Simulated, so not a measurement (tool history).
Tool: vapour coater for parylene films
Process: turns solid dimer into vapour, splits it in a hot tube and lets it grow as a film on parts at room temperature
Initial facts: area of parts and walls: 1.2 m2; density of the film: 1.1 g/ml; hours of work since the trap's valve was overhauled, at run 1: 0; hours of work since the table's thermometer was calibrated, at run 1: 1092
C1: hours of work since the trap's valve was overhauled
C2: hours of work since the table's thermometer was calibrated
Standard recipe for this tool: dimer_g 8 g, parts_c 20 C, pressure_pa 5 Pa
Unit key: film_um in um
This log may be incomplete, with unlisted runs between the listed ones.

run 1 hour=0 | dimer_g=8 parts_c=20 pressure_pa=5 | C1=0 C2=1092 | film_um=3.61
run 2 hour=27.6 | dimer_g=8 parts_c=20 pressure_pa=5 | C1=19 C2=1111 | film_um=3.63
run 3 hour=67.6 | dimer_g=8 parts_c=20 pressure_pa=5 | C1=46 C2=1138 | film_um=3.62
run 4 hour=97.5 | dimer_g=8 parts_c=20 pressure_pa=5 | C1=66 C2=1159 | film_um=3.53
run 5 hour=123.4 | dimer_g=8 parts_c=20 pressure_pa=5 | C1=84 C2=1176 | film_um=3.52
run 6 hour=151.1 | dimer_g=8 parts_c=14 pressure_pa=5 | C1=103 C2=1195 | film_um=4.74
run 7 hour=175.8 | dimer_g=8 parts_c=28 pressure_pa=5 | C1=119 C2=1212 | film_um=2.4
run 8 hour=196.2 | dimer_g=8 parts_c=20 pressure_pa=2.11 | C1=133 C2=1226 | film_um=4.19
run 9 hour=235.9 | dimer_g=8 parts_c=20 pressure_pa=2.97 | C1=160 C2=1253 | film_um=3.88
run 10 hour=271.8 | dimer_g=8 parts_c=20 pressure_pa=5 | C1=185 C2=1277 | film_um=3.47
run 11 hour=307 | dimer_g=8 parts_c=20 pressure_pa=5 | C1=208 C2=1301 | film_um=3.46
run 12 hour=329.6 | dimer_g=8 parts_c=20 pressure_pa=5 | C1=224 C2=1316 | film_um=3.41
run 13 hour=358.5 | dimer_g=8 parts_c=20 pressure_pa=5 | C1=243 C2=1336 | film_um=3.36
run 14 hour=383.2 | dimer_g=8 parts_c=20 pressure_pa=5 | C1=260 C2=1353 | film_um=3.38
run 15 hour=413.2 | dimer_g=8 parts_c=20 pressure_pa=5.74 | C1=281 C2=1373 | film_um=3.24
run 16 hour=434.1 | dimer_g=8 parts_c=20 pressure_pa=5 | C1=295 C2=1387 | film_um=3.24
-- hour=452.7 trap's valve overhauled
run 17 hour=472.3 | dimer_g=8 parts_c=20 pressure_pa=5 | C1=13 C2=1410 | film_um=3.64
run 18 hour=510.4 | dimer_g=7 parts_c=20 pressure_pa=5 | C1=39 C2=1436 | film_um=3.1
run 19 hour=536.3 | dimer_g=7 parts_c=20 pressure_pa=5 | C1=57 C2=1454 | film_um=3.07
run 20 hour=564.6 | dimer_g=7 parts_c=20 pressure_pa=5 | C1=76 C2=1473 | film_um=3.08
run 21 hour=598.3 | dimer_g=8 parts_c=25 pressure_pa=5 | C1=99 C2=1496 | film_um=2.75
run 22 hour=624.5 | dimer_g=11 parts_c=20 pressure_pa=5 | C1=117 C2=1514 | film_um=4.77
run 23 hour=654.4 | dimer_g=8 parts_c=13 pressure_pa=5 | C1=137 C2=1534 | film_um=4.68
run 24 hour=688.2 | dimer_g=5 parts_c=20 pressure_pa=5 | C1=160 C2=1557 | film_um=2.14
run 25 hour=723.6 | dimer_g=8 parts_c=30 pressure_pa=5.72 | C1=184 C2=1581 | film_um=2.06
run 26 hour=746.4 | dimer_g=8 parts_c=17 pressure_pa=5 | C1=199 C2=1596 | film_um=3.86
run 27 hour=784.4 | dimer_g=8 parts_c=17 pressure_pa=5 | C1=225 C2=1622 | film_um=3.83
run 28 hour=823.9 | dimer_g=8 parts_c=17 pressure_pa=5 | C1=252 C2=1649 | film_um=3.82
run 29 hour=856.6 | dimer_g=4 parts_c=14 pressure_pa=2.38 | C1=274 C2=1671 | film_um=2.54
run 30 hour=885 | dimer_g=8 parts_c=12 pressure_pa=7.83 | C1=293 C2=1691 | film_um=4.26
-- hour=905.4 trap's valve overhauled
run 31 hour=910 | dimer_g=13 parts_c=32 pressure_pa=3.14 | C1=3 C2=1705 | film_um=3.64
run 32 hour=938.8 | dimer_g=13 parts_c=32 pressure_pa=3.14 | C1=23 C2=1724 | film_um=3.71
run 33 hour=962.1 | dimer_g=13 parts_c=32 pressure_pa=3.14 | C1=38 C2=1740 | film_um=3.66
run 34 hour=1002.1 | dimer_g=13 parts_c=32 pressure_pa=3.14 | C1=66 C2=1767 | film_um=3.56
run 35 hour=1036.6 | dimer_g=13 parts_c=32 pressure_pa=3.14 | C1=89 C2=1791 | film_um=3.62
run 36 hour=1072 | dimer_g=7 parts_c=20 pressure_pa=9.6 | C1=113 C2=1815 | film_um=2.63
-- hour=1075.4 table's thermometer calibrated
run 37 hour=1094.2 | dimer_g=10 parts_c=30 pressure_pa=6.5 | C1=127 C2=13 | film_um=2.63
run 38 hour=1129 | dimer_g=4 parts_c=14 pressure_pa=6.66 | C1=151 C2=36 | film_um=2.31
run 39 hour=1164.1 | dimer_g=4 parts_c=14 pressure_pa=6.66 | C1=175 C2=60 | film_um=2.16
run 40 hour=1182.3 | dimer_g=4 parts_c=14 pressure_pa=6.66 | C1=187 C2=73 | film_um=2.18
run 41 hour=1211.4 | dimer_g=12 parts_c=30 pressure_pa=7.68 | C1=207 C2=92 | film_um=3
run 42 hour=1244.2 | dimer_g=8 parts_c=16 pressure_pa=8.56 | C1=229 C2=115 | film_um=3.71
run 43 hour=1263.3 | dimer_g=7 parts_c=21 pressure_pa=2.13 | C1=242 C2=127 | film_um=3.5
run 44 hour=1297.4 | dimer_g=7 parts_c=13 pressure_pa=2.13 | C1=265 C2=151 | film_um=4.66
run 45 hour=1317.2 | dimer_g=7 parts_c=13 pressure_pa=2.13 | C1=279 C2=164 | film_um=4.69
run 46 hour=1335.9 | dimer_g=8 parts_c=20 pressure_pa=7.97 | C1=292 C2=177 | film_um=3.07

Predict each of these 3 candidate next runs independently; none follows another, all start after run 46:
-- hour=1358 trap's valve overhauled
run A hour=1362.7 | dimer_g=14 parts_c=20 pressure_pa=2.16 | C1=3 C2=192 | film_um=?
-- hour=1358 trap's valve overhauled
run B hour=1362.7 | dimer_g=4 parts_c=20 pressure_pa=3.02 | C1=3 C2=192 | film_um=?
-- hour=1358 trap's valve overhauled
run C hour=1362.7 | dimer_g=13 parts_c=28 pressure_pa=5 | C1=3 C2=192 | film_um=?

run=A film_um=7.9
run=B film_um=2.08
run=C film_um=4.23
With the hidden condition removed and each run's random variation left untouched, the same runs would have given:
run=A film_um=8
run=B film_um=2.1
run=C film_um=4.29

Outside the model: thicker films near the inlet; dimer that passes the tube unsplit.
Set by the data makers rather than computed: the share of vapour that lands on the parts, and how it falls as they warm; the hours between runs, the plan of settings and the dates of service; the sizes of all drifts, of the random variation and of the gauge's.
